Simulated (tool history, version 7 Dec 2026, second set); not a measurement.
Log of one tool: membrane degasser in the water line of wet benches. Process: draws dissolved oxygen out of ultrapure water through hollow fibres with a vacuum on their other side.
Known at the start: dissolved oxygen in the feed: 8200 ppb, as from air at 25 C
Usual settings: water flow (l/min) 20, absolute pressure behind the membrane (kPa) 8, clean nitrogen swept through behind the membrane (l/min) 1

| run | hour | water flow (l/min) | absolute pressure behind the membrane (kPa) | clean nitrogen swept through behind the membrane (l/min) | dissolved oxygen in the water behind the degasser (ppb) | pressure that the water loses in the fibres (kPa) |
|---|---|---|---|---|---|---|
| 1 | 0 | 20 | 8 | 1 | 213.6 | 35.07 |
| 2 | 101.5 | 20 | 8 | 1 | 217.9 | 35.08 |
| 3 | 211.9 | 20 | 8 | 1 | 213.4 | 35.1 |
| 4 | 405.3 | 20 | 8 | 1 | 215.7 | 35.19 |
| 5 | 567.5 | 21 | 8 | 1 | 225.3 | 36.4 |
| 6 | 789.3 | 21 | 8 | 1 | 225.7 | 36.95 |
| 7 | 948.8 | 20 | 8 | 1 | 217.3 | 35.22 |
|  | 1022.5 | vacuum gauge calibrated |
| 8 | 1154.1 | 20 | 8 | 1 | 218.5 | 35.16 |
| 9 | 1388.6 | 20 | 8 | 1 | 215.2 | 35.08 |
| 10 | 1600 | 20 | 8 | 1 | 214.1 | 35.3 |
| 11 | 1730.2 | 20 | 8 | 1 | 216.3 | 35.4 |
| 12 | 1882.7 | 12 | 6.57 | 1.12 | 86.2 | 21.07 |
| 13 | 2084.9 | 31 | 8 | 1 | 317 | 54.89 |
| 14 | 2303.7 | 13 | 12.5 | 1.92 | 150.8 | 23.01 |
| 15 | 2436.9 | 13 | 12.5 | 1.92 | 150.7 | 22.94 |

The next listed run, before its measurement:
| 16 | 2576.2 | 22 | 12.78 | 1 | ? | ? |

dissolved oxygen in the water behind the degasser (ppb): 455.3
pressure that the water loses in the fibres (kPa): 38.77
Without the tool's hidden state the same run would have given dissolved oxygen in the water behind the degasser (ppb) 455.1, pressure that the water loses in the fibres (kPa) 38.19.

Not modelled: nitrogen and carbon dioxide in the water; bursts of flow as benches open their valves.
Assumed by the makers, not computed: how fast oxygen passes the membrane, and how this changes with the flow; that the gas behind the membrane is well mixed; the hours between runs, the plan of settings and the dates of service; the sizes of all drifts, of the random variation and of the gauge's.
